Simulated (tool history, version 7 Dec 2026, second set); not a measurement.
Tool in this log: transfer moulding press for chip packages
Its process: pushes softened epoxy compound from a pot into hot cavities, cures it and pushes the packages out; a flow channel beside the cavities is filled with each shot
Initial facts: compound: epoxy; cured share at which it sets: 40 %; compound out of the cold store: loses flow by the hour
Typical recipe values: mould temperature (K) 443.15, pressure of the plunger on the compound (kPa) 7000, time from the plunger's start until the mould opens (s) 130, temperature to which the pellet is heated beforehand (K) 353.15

run	day	mould temperature (K)	pressure of the plunger on the compound (kPa)	time from the plunger's start until the mould opens (s)	temperature to which the pellet is heated beforehand (K)	incoming compound's hours out of the cold store	length that the compound runs in the flow channel (mm)	greatest force on the pins that push the packages out (N)
1	0.000	443.15	7000	130	353.15	12.9	731	477
# day 0.625: plunger's sealing rings changed
2	0.646	443.15	8540	130	353.15	14.2	844	564
3	0.979	443.15	7000	119	353.15	30.4	701	643
4	1.475	443.15	7000	143	353.15	26.0	732	631
5	2.112	443.15	7000	143	353.15	32.3	706	660
6	2.508	443.15	7000	143	353.15	34.4	702	694
# day 3.050: cavities cleaned with cleaning compound and waxed
7	3.283	443.15	7000	143	353.15	46.8	645	380
8	3.783	443.15	7000	143	353.15	36.0	686	469
9	4.479	442.15	7000	130	353.15	27.5	712	618
# day 4.604: mould's thermocouples calibrated
10	5.238	442.15	7000	130	353.15	39.3	679	688
11	5.596	442.15	7000	130	353.15	19.9	744	707
12	5.967	442.15	7000	130	353.15	27.6	717	732
# day 6.321: mould's thermocouples calibrated, once more
13	6.488	442.15	7000	130	353.15	39.1	670	732
# day 6.654: cavities cleaned with cleaning compound and waxed
14	6.888	442.15	7000	130	353.15	30.4	700	403
15	7.308	438.15	7000	130	353.15	45.2	646	551
16	8.021	445.15	5410	130	353.15	14.8	659	595
17	8.562	445.15	5410	130	353.15	23.6	634	647

Expected results for the next run?
18	9.058	443.15	8750	117	353.15	37.2	?	?

length that the compound runs in the flow channel (mm): 754
greatest force on the pins that push the packages out (N): 744
Minus the tool's unlogged condition, the same run would have read length that the compound runs in the flow channel (mm) 769, greatest force on the pins that push the packages out (N) 359.
